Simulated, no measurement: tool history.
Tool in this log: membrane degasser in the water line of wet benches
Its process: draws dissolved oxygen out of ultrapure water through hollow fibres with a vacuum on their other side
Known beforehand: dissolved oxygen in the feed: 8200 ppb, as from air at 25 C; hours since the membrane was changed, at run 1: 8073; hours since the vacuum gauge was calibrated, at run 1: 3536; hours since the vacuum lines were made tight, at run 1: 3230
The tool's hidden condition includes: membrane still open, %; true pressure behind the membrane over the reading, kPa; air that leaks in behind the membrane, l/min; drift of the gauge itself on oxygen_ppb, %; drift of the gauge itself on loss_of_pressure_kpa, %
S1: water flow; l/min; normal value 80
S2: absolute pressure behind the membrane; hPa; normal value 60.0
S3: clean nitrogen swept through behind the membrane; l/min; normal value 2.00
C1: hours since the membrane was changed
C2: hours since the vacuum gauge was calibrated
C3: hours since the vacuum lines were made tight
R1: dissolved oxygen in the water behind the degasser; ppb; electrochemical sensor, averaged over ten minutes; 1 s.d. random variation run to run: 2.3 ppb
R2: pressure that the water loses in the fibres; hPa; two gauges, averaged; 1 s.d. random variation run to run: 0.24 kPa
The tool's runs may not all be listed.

run,hour,S1,S2,S3,C1,C2,C3,R1,R2
1,0.0,80,60.0,2.00,8073,3536,3230,249.1,689.5
2,252.4,80,60.0,2.00,8325,3788,3483,255.3,687.2
3,479.9,80,60.0,2.00,8553,4016,3710,250.1,685.8
4,749.5,80,60.0,2.00,8822,4285,3980,251.4,691.4
5,932.2,80,60.0,2.00,9005,4468,4162,255.9,697.1
6,1072.5,80,60.0,2.00,9145,4608,4303,255.7,697.2
# hour 1096.0: vacuum gauge calibrated
7,1226.6,61,44.6,1.39,9299,131,4456,154.3,531.2
8,1494.7,107,44.6,2.85,9567,399,4724,162.9,934.8
9,1682.1,107,44.6,2.85,9754,586,4912,165.0,936.5
10,1930.6,63,60.0,4.71,10003,835,5160,107.7,553.5
11,2135.1,58,60.0,2.00,10207,1039,5365,205.6,507.4

Run 12 is up next; what results do you expect?
12,2361.6,80,41.8,4.53,10434,1266,5591,?,?

R1: 74.6 ppb
R2: 701.4 hPa
The same run, on a tool lacking any hidden state, would have yielded R1 45.5 ppb, R2 629.4 hPa.
